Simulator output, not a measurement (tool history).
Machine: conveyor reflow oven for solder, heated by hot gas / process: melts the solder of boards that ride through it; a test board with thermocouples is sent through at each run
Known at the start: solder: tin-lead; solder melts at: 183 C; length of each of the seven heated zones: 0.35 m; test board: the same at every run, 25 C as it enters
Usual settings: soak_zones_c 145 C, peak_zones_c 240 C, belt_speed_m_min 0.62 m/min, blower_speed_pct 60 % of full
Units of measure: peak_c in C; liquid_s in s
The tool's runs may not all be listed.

| run | day | soak_zones_c | peak_zones_c | belt_speed_m_min | blower_speed_pct | peak_c | liquid_s |
|---|---|---|---|---|---|---|---|
| 1 | 0 | 145 | 240 | 0.62 | 60 | 217.5 | 52.1 |
| 2 | 0.508 | 145 | 240 | 0.62 | 60 | 217 | 52.1 |
| 3 | 0.779 | 145 | 240 | 0.62 | 60 | 217.2 | 52.3 |
| 4 | 1.25 | 145 | 240 | 0.62 | 60 | 217.1 | 52.3 |
| 5 | 1.758 | 145 | 240 | 0.62 | 82 | 223.2 | 56.9 |
| 6 | 2.358 | 145 | 240 | 0.62 | 60 | 217.2 | 52.1 |
| 7 | 2.892 | 145 | 240 | 0.571 | 60 | 220 | 59.5 |
| 8 | 3.212 | 145 | 240 | 0.571 | 60 | 219.9 | 59.3 |
| 9 | 3.767 | 145 | 240 | 0.62 | 60 | 216.8 | 52.3 |
| 10 | 4.238 | 145 | 240 | 0.62 | 60 | 217.2 | 52.2 |
| 11 | 4.538 | 145 | 240 | 0.62 | 60 | 216.7 | 52.3 |
| 12 | 5.092 | 131 | 239 | 0.544 | 61 | 218.5 | 56.1 |
| 13 | 5.488 | 135 | 247 | 0.62 | 60 | 220 | 51.1 |
| 14 | 5.929 | 135 | 247 | 0.651 | 60 | 217.8 | 47.3 |
| 15 | 6.338 | 145 | 246 | 0.62 | 89 | 229.7 | 60.6 |
| 16 | 6.608 | 146 | 243 | 0.567 | 52 | 219.5 | 59.8 |
| 17 | 7.167 | 158 | 236 | 0.585 | 60 | 218.1 | 62.2 |
|  | 7.688 | flux residue cleaned out of gas plates and filters |
| 18 | 7.996 | 158 | 236 | 0.585 | 60 | 219.7 | 63.4 |
| 19 | 8.483 | 158 | 236 | 0.585 | 60 | 219.4 | 63.3 |
| 20 | 9.075 | 158 | 236 | 0.585 | 60 | 219.5 | 63.5 |
| 21 | 9.475 | 139 | 242 | 0.564 | 88 | 229.3 | 64.8 |
| 22 | 9.875 | 139 | 242 | 0.564 | 88 | 229.3 | 64.6 |

3 ways to go on from here, each from the tool as it stands after run 22. What would each give?
| A | 10.196 | 139 | 242 | 0.564 | 80 | ? | ? |
| B | 10.196 | 145 | 228 | 0.62 | 60 | ? | ? |
| C | 10.196 | 139 | 240 | 0.564 | 79 | ? | ? |

| run | peak_c | liquid_s |
|---|---|---|
| A | 227.7 | 63.5 |
| B | 208.4 | 45.8 |
| C | 225.9 | 62.5 |
Without the tool's hidden state the same runs would have given:
| run | peak_c | liquid_s |
|---|---|---|
| A | 228.9 | 63.5 |
| B | 209.4 | 46.3 |
| C | 227 | 62.6 |

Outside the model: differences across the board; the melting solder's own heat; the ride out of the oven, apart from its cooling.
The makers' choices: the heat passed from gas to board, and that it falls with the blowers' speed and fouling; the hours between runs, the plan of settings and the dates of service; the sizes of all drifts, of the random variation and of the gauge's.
